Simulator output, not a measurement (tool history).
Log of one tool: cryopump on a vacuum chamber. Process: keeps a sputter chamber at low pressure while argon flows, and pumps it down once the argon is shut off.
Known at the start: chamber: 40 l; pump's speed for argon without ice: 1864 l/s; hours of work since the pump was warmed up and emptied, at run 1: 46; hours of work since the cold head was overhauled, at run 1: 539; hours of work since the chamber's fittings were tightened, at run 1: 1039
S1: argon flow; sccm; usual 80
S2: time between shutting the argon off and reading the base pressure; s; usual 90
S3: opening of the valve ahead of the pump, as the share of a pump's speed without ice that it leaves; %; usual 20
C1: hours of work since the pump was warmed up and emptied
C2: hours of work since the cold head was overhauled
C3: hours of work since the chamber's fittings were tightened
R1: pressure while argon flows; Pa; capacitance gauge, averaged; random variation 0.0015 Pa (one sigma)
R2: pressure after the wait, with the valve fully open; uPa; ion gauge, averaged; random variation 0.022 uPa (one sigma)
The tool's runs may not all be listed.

run   hour  S1   S2  S3   C1   C2    C3      R1    R2
  1      0  80   90  20   46  539  1039  0.3631  0.76
  2   32.7  80   90  20   61  554  1054  0.3674  0.76
  3   62.6  80   90  20   75  568  1068  0.3668  0.83
  4   77.1  80   90  20   82  574  1074  0.3642  0.81
  5   98.3  80   90  20   91  584  1084  0.3687  0.81
  6  120.5  80   90  20  102  594  1094  0.3721   0.8
  7  152.6  80   90  20  116  609  1109  0.3715  0.78
  8    179  80   90  20  128  621  1121  0.3736  0.84
  9  197.7  80   90  32  137  630  1130  0.2366   0.8
 10  214.6  80   90  32  145  638  1138  0.2367  0.87
 11  232.6  80  156  20  153  646  1146  0.3732  0.68
 12  263.4  80   48  16  167  660  1160  0.4632  1.29
 13  294.7  57  196  25  182  674  1175  0.2157  0.61
 14  315.9  42  262  32  192  684  1184   0.126  0.56
 15  336.6  80  150  45  201  694  1194  0.1749  0.65
 16  357.6  67   23  20  211  703  1204  0.3168  2.23
 17  373.1  80   90  36  218  710  1211   0.216  0.83
 18  399.3  35  240  28  230  723  1223  0.1197  0.59
 19  414.1  35   32  20  237  729  1230  0.1667   1.7
 20  431.5  80  156  20  245  737  1238  0.3778   0.7
 21  460.4  64   66  20  258  751  1251  0.3034  1.07

Forecast each of these 5 alternatives for the next run:
  A  491.4  33  61  55  272  765  1265   ?   ?
  B  491.4  80  45  20  272  765  1265   ?   ?
  C  491.4  80  99  20  272  765  1265   ?   ?
  D  491.4  58  29  38  272  765  1265   ?   ?
  E  491.4  64  90  20  272  765  1265   ?   ?

run      R1    R2
  A  0.0619  1.13
  B  0.3773  1.36
  C   0.382  0.88
  D  0.1523  1.87
  E  0.3057  0.88
Without the tool's hidden state the same runs would have given:
run      R1    R2
  A   0.054  0.85
  B  0.3582  1.08
  C  0.3627  0.59
  D  0.1383  1.59
  E  0.2903  0.61
